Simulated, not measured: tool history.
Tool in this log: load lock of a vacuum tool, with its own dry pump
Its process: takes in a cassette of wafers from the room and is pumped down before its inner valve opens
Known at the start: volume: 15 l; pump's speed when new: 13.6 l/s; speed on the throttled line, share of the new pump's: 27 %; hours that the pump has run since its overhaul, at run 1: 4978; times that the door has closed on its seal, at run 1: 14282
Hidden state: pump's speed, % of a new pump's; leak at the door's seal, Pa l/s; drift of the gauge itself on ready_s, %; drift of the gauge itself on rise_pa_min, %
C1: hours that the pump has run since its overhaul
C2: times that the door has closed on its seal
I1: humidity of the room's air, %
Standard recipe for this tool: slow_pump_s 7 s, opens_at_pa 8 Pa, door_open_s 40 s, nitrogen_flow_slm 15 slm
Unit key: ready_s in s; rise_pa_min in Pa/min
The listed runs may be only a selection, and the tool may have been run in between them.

{"run": 1, "hour": 0.0, "slow_pump_s": 7, "opens_at_pa": 8, "door_open_s": 40, "nitrogen_flow_slm": 15, "C1": 4978, "C2": 14282, "I1": 46.2, "ready_s": 16.26, "rise_pa_min": 0.062}
{"run": 2, "hour": 198.4, "slow_pump_s": 7, "opens_at_pa": 8, "door_open_s": 190, "nitrogen_flow_slm": 15, "C1": 5176, "C2": 14678, "I1": 45.5, "ready_s": 16.18, "rise_pa_min": 0.086}
{"run": 3, "hour": 445.2, "slow_pump_s": 7, "opens_at_pa": 8, "door_open_s": 40, "nitrogen_flow_slm": 15, "C1": 5423, "C2": 15172, "I1": 47.3, "ready_s": 16.07, "rise_pa_min": 0.067}
{"run": 4, "hour": 658.6, "slow_pump_s": 7, "opens_at_pa": 8, "door_open_s": 40, "nitrogen_flow_slm": 15, "C1": 5636, "C2": 15598, "I1": 44.3, "ready_s": 16.28, "rise_pa_min": 0.066}
{"run": 5, "hour": 850.7, "slow_pump_s": 7, "opens_at_pa": 8, "door_open_s": 40, "nitrogen_flow_slm": 15, "C1": 5828, "C2": 15982, "I1": 47.3, "ready_s": 16.25, "rise_pa_min": 0.068}
{"run": 6, "hour": 1002.9, "slow_pump_s": 7, "opens_at_pa": 8, "door_open_s": 40, "nitrogen_flow_slm": 24, "C1": 5981, "C2": 16287, "I1": 39.9, "ready_s": 16.28, "rise_pa_min": 0.056}
{"run": 7, "hour": 1161.4, "slow_pump_s": 7, "opens_at_pa": 8, "door_open_s": 40, "nitrogen_flow_slm": 24, "C1": 6139, "C2": 16604, "I1": 41.8, "ready_s": 16.36, "rise_pa_min": 0.06}
{"run": 8, "hour": 1299.4, "slow_pump_s": 7, "opens_at_pa": 8, "door_open_s": 40, "nitrogen_flow_slm": 24, "C1": 6277, "C2": 16879, "I1": 50.2, "ready_s": 16.25, "rise_pa_min": 0.065}
{"run": 9, "hour": 1558.3, "slow_pump_s": 7, "opens_at_pa": 8, "door_open_s": 40, "nitrogen_flow_slm": 24, "C1": 6536, "C2": 17397, "I1": 44.6, "ready_s": 16.25, "rise_pa_min": 0.06}
{"run": 10, "hour": 1755.3, "slow_pump_s": 7, "opens_at_pa": 8, "door_open_s": 40, "nitrogen_flow_slm": 24, "C1": 6733, "C2": 17791, "I1": 46.3, "ready_s": 16.18, "rise_pa_min": 0.065}
{"run": 11, "hour": 1863.1, "slow_pump_s": 7, "opens_at_pa": 8, "door_open_s": 40, "nitrogen_flow_slm": 24, "C1": 6841, "C2": 18006, "I1": 45.0, "ready_s": 16.36, "rise_pa_min": 0.063}
{"run": 12, "hour": 2110.6, "slow_pump_s": 7, "opens_at_pa": 8, "door_open_s": 40, "nitrogen_flow_slm": 24, "C1": 7088, "C2": 18501, "I1": 43.0, "ready_s": 16.33, "rise_pa_min": 0.069}
{"run": 13, "hour": 2219.1, "slow_pump_s": 7, "opens_at_pa": 9, "door_open_s": 40, "nitrogen_flow_slm": 15, "C1": 7197, "C2": 18718, "I1": 47.0, "ready_s": 16.18, "rise_pa_min": 0.078}
{"run": 14, "hour": 2346.5, "slow_pump_s": 7, "opens_at_pa": 8, "door_open_s": 40, "nitrogen_flow_slm": 15, "C1": 7324, "C2": 18973, "I1": 41.1, "ready_s": 16.55, "rise_pa_min": 0.068}
{"run": 15, "hour": 2549.8, "slow_pump_s": 7, "opens_at_pa": 8, "door_open_s": 40, "nitrogen_flow_slm": 15, "C1": 7527, "C2": 19379, "I1": 44.8, "ready_s": 16.39, "rise_pa_min": 0.077}
{"run": 16, "hour": 2663.3, "slow_pump_s": 7, "opens_at_pa": 8, "door_open_s": 40, "nitrogen_flow_slm": 29, "C1": 7641, "C2": 19606, "I1": 40.8, "ready_s": 16.46, "rise_pa_min": 0.059}
{"run": 17, "hour": 2890.9, "slow_pump_s": 7, "opens_at_pa": 8, "door_open_s": 40, "nitrogen_flow_slm": 29, "C1": 7869, "C2": 20061, "I1": 44.7, "ready_s": 16.41, "rise_pa_min": 0.061}
{"run": 18, "hour": 3009.2, "slow_pump_s": 6, "opens_at_pa": 14, "door_open_s": 40, "nitrogen_flow_slm": 15, "C1": 7987, "C2": 20298, "I1": 46.8, "ready_s": 15.1, "rise_pa_min": 0.081}
{"run": 19, "hour": 3158.8, "slow_pump_s": 6, "opens_at_pa": 14, "door_open_s": 40, "nitrogen_flow_slm": 15, "C1": 8136, "C2": 20597, "I1": 44.0, "ready_s": 15.03, "rise_pa_min": 0.075}
{"run": 20, "hour": 3298.9, "slow_pump_s": 13, "opens_at_pa": 8, "door_open_s": 40, "nitrogen_flow_slm": 9, "C1": 8277, "C2": 20877, "I1": 43.9, "ready_s": 20.84, "rise_pa_min": 0.085}
{"run": 21, "hour": 3451.8, "slow_pump_s": 13, "opens_at_pa": 8, "door_open_s": 40, "nitrogen_flow_slm": 9, "C1": 8429, "C2": 21183, "I1": 44.9, "ready_s": 20.72, "rise_pa_min": 0.084}
{"run": 22, "hour": 3631.7, "slow_pump_s": 13, "opens_at_pa": 8, "door_open_s": 40, "nitrogen_flow_slm": 9, "C1": 8609, "C2": 21542, "I1": 46.3, "ready_s": 20.82, "rise_pa_min": 0.085}
{"run": 23, "hour": 3827.9, "slow_pump_s": 13, "opens_at_pa": 8, "door_open_s": 40, "nitrogen_flow_slm": 9, "C1": 8806, "C2": 21934, "I1": 47.9, "ready_s": 20.89, "rise_pa_min": 0.082}
{"run": 24, "hour": 3962.3, "slow_pump_s": 7, "opens_at_pa": 11, "door_open_s": 164, "nitrogen_flow_slm": 15, "C1": 8940, "C2": 22203, "I1": 41.9, "ready_s": 16.22, "rise_pa_min": 0.099}
{"run": 25, "hour": 4167.1, "slow_pump_s": 7, "opens_at_pa": 11, "door_open_s": 97, "nitrogen_flow_slm": 13, "C1": 9145, "C2": 22613, "I1": 41.6, "ready_s": 16.1, "rise_pa_min": 0.089}
{"run": 26, "hour": 4367.1, "slow_pump_s": 7, "opens_at_pa": 11, "door_open_s": 39, "nitrogen_flow_slm": 6, "C1": 9345, "C2": 23012, "I1": 45.9, "ready_s": 16.38, "rise_pa_min": 0.09}
{"run": 27, "hour": 4506.1, "slow_pump_s": 8, "opens_at_pa": 8, "door_open_s": 177, "nitrogen_flow_slm": 8, "C1": 9484, "C2": 23290, "I1": 43.5, "ready_s": 17.41, "rise_pa_min": 0.113}

Forecast each of these 5 alternatives for the next run:
{"run": "A", "hour": 4622.4, "slow_pump_s": 4, "opens_at_pa": 8, "door_open_s": 177, "nitrogen_flow_slm": 8, "C1": 9600, "C2": 23523, "I1": 46.4, "ready_s": "?", "rise_pa_min": "?"}
{"run": "B", "hour": 4622.4, "slow_pump_s": 7, "opens_at_pa": 15, "door_open_s": 177, "nitrogen_flow_slm": 8, "C1": 9600, "C2": 23523, "I1": 44.7, "ready_s": "?", "rise_pa_min": "?"}
{"run": "C", "hour": 4622.4, "slow_pump_s": 5, "opens_at_pa": 8, "door_open_s": 103, "nitrogen_flow_slm": 8, "C1": 9600, "C2": 23523, "I1": 43.5, "ready_s": "?", "rise_pa_min": "?"}
{"run": "D", "hour": 4622.4, "slow_pump_s": 13, "opens_at_pa": 8, "door_open_s": 40, "nitrogen_flow_slm": 15, "C1": 9600, "C2": 23523, "I1": 43.6, "ready_s": "?", "rise_pa_min": "?"}
{"run": "E", "hour": 4622.4, "slow_pump_s": 7, "opens_at_pa": 8, "door_open_s": 229, "nitrogen_flow_slm": 15, "C1": 9600, "C2": 23523, "I1": 41.5, "ready_s": "?", "rise_pa_min": "?"}

run=A ready_s=14.68 rise_pa_min=0.120
run=B ready_s=15.88 rise_pa_min=0.121
run=C ready_s=15.29 rise_pa_min=0.104
run=D ready_s=20.94 rise_pa_min=0.085
run=E ready_s=16.65 rise_pa_min=0.111
The same runs, with their run-to-run variation unchanged, on a tool lacking any hidden condition would have given:
run=A ready_s=13.53 rise_pa_min=0.074
run=B ready_s=14.92 rise_pa_min=0.075
run=C ready_s=14.17 rise_pa_min=0.058
run=D ready_s=20.05 rise_pa_min=0.039
run=E ready_s=15.57 rise_pa_min=0.065

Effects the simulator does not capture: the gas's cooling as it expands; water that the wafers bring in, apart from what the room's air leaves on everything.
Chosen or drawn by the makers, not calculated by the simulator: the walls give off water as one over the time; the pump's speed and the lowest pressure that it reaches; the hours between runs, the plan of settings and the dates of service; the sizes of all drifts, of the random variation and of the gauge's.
